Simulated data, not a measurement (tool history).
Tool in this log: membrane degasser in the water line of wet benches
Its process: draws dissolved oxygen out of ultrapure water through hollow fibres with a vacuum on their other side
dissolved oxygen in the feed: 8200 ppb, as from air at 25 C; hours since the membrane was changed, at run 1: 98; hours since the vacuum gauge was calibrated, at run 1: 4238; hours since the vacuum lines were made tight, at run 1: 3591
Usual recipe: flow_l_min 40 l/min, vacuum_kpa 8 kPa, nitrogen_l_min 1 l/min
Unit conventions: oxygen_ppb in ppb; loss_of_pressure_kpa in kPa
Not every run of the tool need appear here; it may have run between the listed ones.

run     day  flow_l_min  vacuum_kpa  nitrogen_l_min  hours since the membrane was changed  hours since the vacuum gauge was calibrated  hours since the vacuum lines were made tight  oxygen_ppb  loss_of_pressure_kpa
  1       0          40           8               1                                    98                                         4238                                          3591       402.1                 35.31
  2    1.35          40           8               1                                   131                                         4271                                          3624       404.9                 35.42
  3   2.912          40           8               1                                   168                                         4308                                          3661       406.3                 35.42
  4   3.858          40           8               1                                   191                                         4331                                          3684         410                 35.33
  5   4.896          40           8               1                                   216                                         4356                                          3709       410.6                 35.18
  6     6.1          40           8               1                                   245                                         4385                                          3738       408.5                 35.25
  7   7.558          40           8               1                                   280                                         4420                                          3773       408.2                  35.3
  8   8.829          40           8               1                                   310                                         4450                                          3803       410.1                 35.32
  9   9.983          40           8               1                                   338                                         4478                                          3831         410                 35.24
 10    11.9          40           8               1                                   384                                         4524                                          3877       410.7                 35.04
 11  13.538          40           8               1                                   423                                         4563                                          3916       409.1                 35.05
 12  14.625          40           8               1                                   449                                         4589                                          3942       411.2                 35.34
 13  16.167          40           8               1                                   486                                         4626                                          3979         407                 35.08
 14  18.283          40           8               1                                   537                                         4677                                          4030       413.8                 35.23
 15  19.442          40           8               1                                   565                                         4705                                          4058       410.3                 35.32
 16  21.208          40           8               1                                   607                                         4747                                          4100       413.2                 35.41
 17  22.675          40           8               1                                   643                                         4782                                          4135       412.7                 35.28
 18  24.446          40           8               1                                   685                                         4825                                          4178       414.7                 34.97
 19  26.438          50           8            2.39                                   733                                         4873                                          4226       295.6                 44.02
 20      28          40           8            1.37                                   770                                         4910                                          4263       329.5                 35.12
 21  29.017          26        8.26            0.91                                   795                                         4935                                          4288       310.9                 22.92
 22   31.15          26           8               1                                   846                                         4986                                          4339       277.8                 22.84
 23  33.038          40       15.88               1                                   891                                         5031                                          4384       976.4                 35.19
 24  34.733          40       15.88               1                                   932                                         5072                                          4425       967.9                 35.16
     36.508  -- gauge calibrated
 25  36.875          29        6.11               1                                   983                                         5123                                          4476       186.6                 25.32
 26  38.042          54       12.12            2.87                                  1011                                         5151                                          4504         449                 47.68
 27  40.038          51       12.12            2.87                                  1059                                         5199                                          4552       419.6                 44.98
 28  42.146          37        9.31             1.8                                  1110                                         5250                                          4603       300.3                 32.59
 29  43.742          40       10.83               1                                  1148                                         5288                                          4641       616.1                 35.12
 30  45.554          29       15.66               1                                  1192                                         5331                                          4685       729.1                 25.48
 31  47.704          40        13.9               1                                  1243                                         5383                                          4736       829.4                 35.43

Consider 4 possible next runs. They are alternatives, not a sequence: every one starts from the tool as it was left by run 31. What does each give?
  A  48.675          40        8.57               1                                  1267                                         5406                                          4759           ?                     ?
  B  48.675          40        13.9            0.46                                  1267                                         5406                                          4759           ?                     ?
  C  48.675          44        6.75            1.56                                  1267                                         5406                                          4759           ?                     ?
  D  48.675          31        13.9            0.73                                  1267                                         5406                                          4759           ?                     ?

run  oxygen_ppb  loss_of_pressure_kpa
  A       453.3                 35.48
  B      1393.8                 34.88
  C       258.9                 39.16
  D       847.6                 27.34
Stripped of hidden state, with their random variation kept, the same runs would have yielded:
run  oxygen_ppb  loss_of_pressure_kpa
  A         449                 35.47
  B      1381.2                 34.87
  C       256.4                 39.15
  D       839.8                 27.33
